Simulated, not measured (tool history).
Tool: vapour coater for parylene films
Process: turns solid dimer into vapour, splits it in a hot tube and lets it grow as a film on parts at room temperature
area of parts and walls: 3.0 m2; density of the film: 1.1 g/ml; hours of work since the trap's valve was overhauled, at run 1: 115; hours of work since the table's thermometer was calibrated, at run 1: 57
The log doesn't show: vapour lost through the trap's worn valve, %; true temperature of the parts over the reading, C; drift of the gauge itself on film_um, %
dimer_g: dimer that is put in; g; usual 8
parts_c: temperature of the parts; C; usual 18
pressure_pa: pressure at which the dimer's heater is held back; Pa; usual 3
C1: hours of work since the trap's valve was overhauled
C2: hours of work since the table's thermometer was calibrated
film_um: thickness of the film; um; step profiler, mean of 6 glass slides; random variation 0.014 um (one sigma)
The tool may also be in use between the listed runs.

{"run": 1, "day": 0.0, "dimer_g": 8, "parts_c": 18, "pressure_pa": 3, "C1": 115, "C2": 57, "film_um": 1.41}
{"run": 2, "day": 0.533, "dimer_g": 8, "parts_c": 18, "pressure_pa": 3, "C1": 125, "C2": 68, "film_um": 1.38}
{"run": 3, "day": 1.162, "dimer_g": 8, "parts_c": 11, "pressure_pa": 3, "C1": 137, "C2": 80, "film_um": 1.63}
{"run": 4, "day": 2.25, "dimer_g": 8, "parts_c": 11, "pressure_pa": 3, "C1": 158, "C2": 101, "film_um": 1.59}
{"run": 5, "day": 2.792, "dimer_g": 8, "parts_c": 18, "pressure_pa": 3, "C1": 169, "C2": 112, "film_um": 1.37}
{"run": 6, "day": 3.708, "dimer_g": 8, "parts_c": 18, "pressure_pa": 3, "C1": 187, "C2": 130, "film_um": 1.38}
{"run": 7, "day": 4.733, "dimer_g": 8, "parts_c": 18, "pressure_pa": 3, "C1": 207, "C2": 150, "film_um": 1.38}
{"run": 8, "day": 5.342, "dimer_g": 8, "parts_c": 18, "pressure_pa": 3, "C1": 219, "C2": 162, "film_um": 1.35}
{"run": 9, "day": 5.896, "dimer_g": 8, "parts_c": 18, "pressure_pa": 3, "C1": 230, "C2": 173, "film_um": 1.35}
{"run": 10, "day": 6.867, "dimer_g": 8, "parts_c": 18, "pressure_pa": 3, "C1": 249, "C2": 192, "film_um": 1.34}
{"run": 11, "day": 7.404, "dimer_g": 8, "parts_c": 18, "pressure_pa": 3, "C1": 259, "C2": 202, "film_um": 1.35}
{"run": 12, "day": 8.317, "dimer_g": 8, "parts_c": 18, "pressure_pa": 4.94, "C1": 277, "C2": 220, "film_um": 1.26}
{"run": 13, "day": 8.962, "dimer_g": 8, "parts_c": 18, "pressure_pa": 4.94, "C1": 290, "C2": 233, "film_um": 1.24}
{"run": 14, "day": 9.583, "dimer_g": 5, "parts_c": 18, "pressure_pa": 3, "C1": 302, "C2": 245, "film_um": 0.83}
{"run": 15, "day": 10.054, "dimer_g": 8, "parts_c": 23, "pressure_pa": 3, "C1": 311, "C2": 254, "film_um": 1.18}
{"run": 16, "day": 10.8, "dimer_g": 8, "parts_c": 18, "pressure_pa": 3, "C1": 326, "C2": 268, "film_um": 1.34}
{"run": 17, "day": 11.788, "dimer_g": 8, "parts_c": 18, "pressure_pa": 3, "C1": 345, "C2": 288, "film_um": 1.34}
{"run": 18, "day": 12.262, "dimer_g": 8, "parts_c": 11, "pressure_pa": 11.17, "C1": 354, "C2": 297, "film_um": 1.24}
{"day": 12.367, "done": "table's thermometer calibrated"}
{"run": 19, "day": 13.2, "dimer_g": 5, "parts_c": 15, "pressure_pa": 3, "C1": 372, "C2": 16, "film_um": 0.89}
{"run": 20, "day": 14.004, "dimer_g": 8, "parts_c": 22, "pressure_pa": 3, "C1": 387, "C2": 32, "film_um": 1.22}
{"run": 21, "day": 14.562, "dimer_g": 4, "parts_c": 12, "pressure_pa": 7.87, "C1": 398, "C2": 43, "film_um": 0.66}
{"day": 14.921, "done": "table's thermometer calibrated, once more"}
{"run": 22, "day": 15.733, "dimer_g": 4, "parts_c": 12, "pressure_pa": 7.87, "C1": 420, "C2": 16, "film_um": 0.62}
{"run": 23, "day": 16.512, "dimer_g": 4, "parts_c": 12, "pressure_pa": 7.87, "C1": 436, "C2": 31, "film_um": 0.65}
{"run": 24, "day": 17.267, "dimer_g": 4, "parts_c": 12, "pressure_pa": 7.87, "C1": 450, "C2": 46, "film_um": 0.64}
{"run": 25, "day": 18.354, "dimer_g": 11, "parts_c": 11, "pressure_pa": 7.87, "C1": 472, "C2": 67, "film_um": 1.78}
{"run": 26, "day": 19.242, "dimer_g": 11, "parts_c": 11, "pressure_pa": 6.44, "C1": 489, "C2": 84, "film_um": 1.82}

Forecast run 27:
{"run": 27, "day": 20.042, "dimer_g": 13, "parts_c": 24, "pressure_pa": 3.31, "C1": 505, "C2": 100, "film_um": "?"}

{"run 27": {"film_um": 1.78}}
Without the tool's hidden state the same run would have given film_um 2.03 um.

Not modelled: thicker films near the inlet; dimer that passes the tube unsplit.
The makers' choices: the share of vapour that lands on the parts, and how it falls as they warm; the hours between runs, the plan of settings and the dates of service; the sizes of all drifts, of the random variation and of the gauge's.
